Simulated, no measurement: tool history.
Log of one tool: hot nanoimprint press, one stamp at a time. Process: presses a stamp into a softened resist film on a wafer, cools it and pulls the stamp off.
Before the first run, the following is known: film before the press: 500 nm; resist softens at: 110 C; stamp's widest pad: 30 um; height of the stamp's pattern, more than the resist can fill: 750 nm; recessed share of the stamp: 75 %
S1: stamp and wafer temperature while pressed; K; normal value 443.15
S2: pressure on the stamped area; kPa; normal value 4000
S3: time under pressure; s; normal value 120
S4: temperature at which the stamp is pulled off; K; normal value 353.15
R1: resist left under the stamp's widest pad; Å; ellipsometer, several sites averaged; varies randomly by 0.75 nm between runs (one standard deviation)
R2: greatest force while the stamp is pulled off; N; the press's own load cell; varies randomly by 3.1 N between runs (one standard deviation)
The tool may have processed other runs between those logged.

run   hour      S1    S2   S3      S4    R1   R2
  1    0.0  443.15  4000  120  353.15  2673  150
  2   27.7  443.15  4000  150  353.15  2500  152
      36.8  -- plate thermocouple calibrated
  3   66.7  443.15  4170  120  353.15  2657  149
  4  112.1  443.15  4000  120  353.15  2710  159
  5  147.4  443.15  4000  120  353.15  2715  155
  6  177.9  443.15  4000  120  353.15  2732  167
  7  198.6  443.15  4000  104  353.15  2849  164
  8  233.2  443.15  4000  104  353.15  2854  166
     264.1  -- plate thermocouple calibrated, once more
  9  275.9  443.15  4000  124  353.15  2569  161
 10  324.7  443.15  4000  124  353.15  2583  172
 11  348.7  443.15  4000  124  353.15  2578  170
 12  384.6  443.15  4000  124  353.15  2586  176
 13  419.4  443.15  4000  124  353.15  2592  173
 14  464.5  443.15  4000  120  353.15  2618  170
 15  498.4  443.15  4000  120  353.15  2641  178
 16  548.0  443.15  4000  120  353.15  2641  185
 17  579.7  443.15  4000  120  353.15  2636  178
 18  622.0  443.15  4000  120  353.15  2672  192
 19  646.7  443.15  4000  120  353.15  2663  198
 20  694.0  439.15  4000  219  349.15  2730  222
 21  726.1  443.15  4620  120  351.15  2484  208
 22  749.1  443.15  4620   91  339.15  2716  264
 23  770.3  443.15  4620   67  350.15  2983  223
 24  812.2  443.15  3100   67  361.15  3533  161
 25  855.4  443.15  3100   67  361.15  3534  170
 26  878.0  448.15  4000  120  353.15  2127  204

Expected results for the next run?
 27  898.9  448.15  4000  120  353.15   ?   ?

R1: 2140 Å
R2: 209 N
With the hidden condition absent and the run-to-run variation left alone, this run would have shown R1 2005 Å, R2 146 N.
